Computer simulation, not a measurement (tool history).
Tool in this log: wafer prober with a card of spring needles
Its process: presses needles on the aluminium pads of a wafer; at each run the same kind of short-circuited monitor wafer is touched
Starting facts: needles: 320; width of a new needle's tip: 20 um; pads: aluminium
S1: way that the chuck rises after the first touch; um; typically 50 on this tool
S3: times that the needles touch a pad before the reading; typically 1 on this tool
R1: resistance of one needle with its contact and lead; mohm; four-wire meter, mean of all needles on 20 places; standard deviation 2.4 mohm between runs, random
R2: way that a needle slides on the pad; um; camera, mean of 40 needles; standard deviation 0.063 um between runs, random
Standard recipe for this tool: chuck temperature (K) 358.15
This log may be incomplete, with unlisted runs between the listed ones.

{"run": 1, "hour": 0.0, "S1": 50, "chuck temperature (K)": 358.15, "S3": 1, "R1": 276, "R2": 13.29}
{"hour": 5.7, "done": "tips cleaned on abrasive film"}
{"run": 2, "hour": 11.0, "S1": 50, "chuck temperature (K)": 358.15, "S3": 1, "R1": 269, "R2": 13.32}
{"run": 3, "hour": 18.7, "S1": 50, "chuck temperature (K)": 358.15, "S3": 1, "R1": 272, "R2": 13.17}
{"run": 4, "hour": 28.2, "S1": 50, "chuck temperature (K)": 395.15, "S3": 1, "R1": 282, "R2": 13.29}
{"hour": 33.6, "done": "tips cleaned on abrasive film"}
{"run": 5, "hour": 37.9, "S1": 49, "chuck temperature (K)": 358.15, "S3": 1, "R1": 272, "R2": 12.84}
{"run": 6, "hour": 50.0, "S1": 67, "chuck temperature (K)": 358.15, "S3": 1, "R1": 267, "R2": 17.54}
{"run": 7, "hour": 58.2, "S1": 50, "chuck temperature (K)": 358.15, "S3": 1, "R1": 268, "R2": 13.29}
{"hour": 61.9, "done": "tips cleaned on abrasive film"}
{"run": 8, "hour": 66.0, "S1": 50, "chuck temperature (K)": 322.15, "S3": 1, "R1": 261, "R2": 13.17}
{"run": 9, "hour": 75.9, "S1": 50, "chuck temperature (K)": 322.15, "S3": 1, "R1": 255, "R2": 13.17}
{"run": 10, "hour": 82.6, "S1": 38, "chuck temperature (K)": 298.15, "S3": 2, "R1": 258, "R2": 9.99}
{"hour": 90.0, "done": "tips cleaned on abrasive film"}
{"run": 11, "hour": 91.4, "S1": 58, "chuck temperature (K)": 332.15, "S3": 1, "R1": 261, "R2": 15.11}
{"run": 12, "hour": 100.2, "S1": 48, "chuck temperature (K)": 316.15, "S3": 1, "R1": 262, "R2": 12.53}
{"run": 13, "hour": 107.1, "S1": 38, "chuck temperature (K)": 327.15, "S3": 2, "R1": 272, "R2": 9.93}

Per-run results on a tool with no hidden state, each run keeping its own random variation:
The hidden state here: debris on the tips, nm; way that the needles fall short of the set height, um; tips' diameter, um; drift of the gauge itself on contact_mohm, %; drift of the gauge itself on scrub_um, %.
run=1 R2=13.29
run=2 R2=13.34
run=3 R2=13.21
run=4 R2=13.34
run=5 R2=12.91
run=6 R2=17.67
run=7 R2=13.39
run=8 R2=13.29
run=9 R2=13.31
run=10 R2=10.11
run=11 R2=15.31
run=12 R2=12.70
run=13 R2=10.08
R1: at most 1 mohm away from the measurement, every run.
